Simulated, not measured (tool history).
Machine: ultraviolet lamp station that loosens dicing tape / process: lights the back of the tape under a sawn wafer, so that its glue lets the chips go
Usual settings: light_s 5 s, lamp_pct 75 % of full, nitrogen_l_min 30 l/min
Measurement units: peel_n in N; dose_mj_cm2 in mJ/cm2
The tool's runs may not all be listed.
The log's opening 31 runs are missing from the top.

| run | hour | light_s | lamp_pct | nitrogen_l_min | peel_n | dose_mj_cm2 |
|---|---|---|---|---|---|---|
| 32 | 430.5 | 2 | 98 | 12 | 3.198 | 238 |
| 33 | 438.7 | 2 | 98 | 12 | 3.113 | 239 |
| 34 | 456.5 | 9 | 100 | 54 | 0.161 | 1087 |
| 35 | 466.8 | 9 | 100 | 54 | 0.162 | 1088 |
| 36 | 480.4 | 9 | 86 | 18 | 0.202 | 934 |
| 37 | 493.2 | 3 | 86 | 18 | 1.68 | 308 |
| 38 | 503.2 | 8 | 66 | 55 | 0.198 | 629 |
| 39 | 517.2 | 5 | 76 | 52 | 0.381 | 448 |
| 40 | 531.8 | 4 | 75 | 28 | 0.926 | 356 |
| 41 | 547.6 | 5 | 70 | 46 | 0.492 | 419 |
| 42 | 555.4 | 5 | 70 | 46 | 0.502 | 415 |
| 43 | 568.1 | 5 | 70 | 50 | 0.474 | 414 |

Forecast each of these 4 alternatives for the next run:
| A | 586.7 | 5 | 75 | 32 | ? | ? |
| B | 586.7 | 5 | 82 | 22 | ? | ? |
| C | 586.7 | 8 | 70 | 50 | ? | ? |
| D | 586.7 | 8 | 88 | 11 | ? | ? |

| run | peel_n | dose_mj_cm2 |
|---|---|---|
| A | 0.545 | 446 |
| B | 0.594 | 479 |
| C | 0.204 | 663 |
| D | 0.305 | 834 |
Stripped of hidden state, with their random variation kept, the same runs would have yielded:
| run | peel_n | dose_mj_cm2 |
|---|---|---|
| A | 0.378 | 525 |
| B | 0.408 | 565 |
| C | 0.181 | 781 |
| D | 0.228 | 982 |

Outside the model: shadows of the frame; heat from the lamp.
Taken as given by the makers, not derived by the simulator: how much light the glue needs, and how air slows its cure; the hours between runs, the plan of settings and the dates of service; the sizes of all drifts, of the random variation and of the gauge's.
